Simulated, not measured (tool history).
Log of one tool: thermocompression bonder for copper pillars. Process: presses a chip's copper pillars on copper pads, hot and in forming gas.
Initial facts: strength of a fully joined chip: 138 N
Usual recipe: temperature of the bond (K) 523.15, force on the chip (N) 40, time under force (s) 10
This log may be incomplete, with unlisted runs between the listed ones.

run,hour,temperature of the bond (K),force on the chip (N),time under force (s),force that shears a chip off (N)
1,0,523.15,40,10,53.9
2,18.4,523.15,31,10,44
3,32.3,523.15,31,12,47.1
4,50.9,523.15,31,12,47.3
5,70.5,523.15,40,10,53.6
6,80.9,523.15,40,10,54.2
7,99.9,523.15,40,10,53
8,119.5,523.15,40,10,53
9,127.9,523.15,40,10,53.4
10,142.4,523.15,50,10,62.7
11,155.8,522.15,50,10,62.3
12,174.1,522.15,50,10,62
13,186.1,522.15,50,10,62
14,201,522.15,50,10,62
15,216.9,522.15,50,10,61.7
16,234.5,522.15,50,10,62.9
17,247.7,505.15,40,10,38.5
18,266.7,523.15,40,10,53.4
19,280.7,523.15,40,11,55.4
20,291.2,551.15,40,10,81.7
21,309.9,551.15,56,10,97.4
22,321.2,502.15,44,10,39.1
23,330.4,502.15,38,6,28
24,338.9,502.15,38,6,27.5
25,356.3,502.15,38,6,28
26,369.6,523.15,24,10,36.1
27,380.9,522.15,24,10,35.1
28,394.7,522.15,24,10,36.1
29,413.8,522.15,24,10,35.3
30,430.1,507.15,24,24,38.7
31,443.9,507.15,54,24,69.9
32,460.4,548.15,39,24,98.5
33,472.4,525.15,47,24,82.4
34,481.6,503.15,39,29,56.6
35,500,502.15,40,11,37
36,515,523.15,40,29,78.6
37,530.7,506.15,38,19,48.9
38,551.3,506.15,38,19,49.3
39,564.1,505.15,38,19,48

The log once held 1 entry between its listed runs, left out of this copy. Where does each go, and what is different about the tool's unlogged condition between the listed run before it and the listed run after it?
From run 36 to run 37: heater calibrated with a thermocouple chip (hour 519.6)
  true temperature of the bond over the reading, C: -0.1 -> 0; force that reaches the chip, % of what is set: 100 -> 99.9
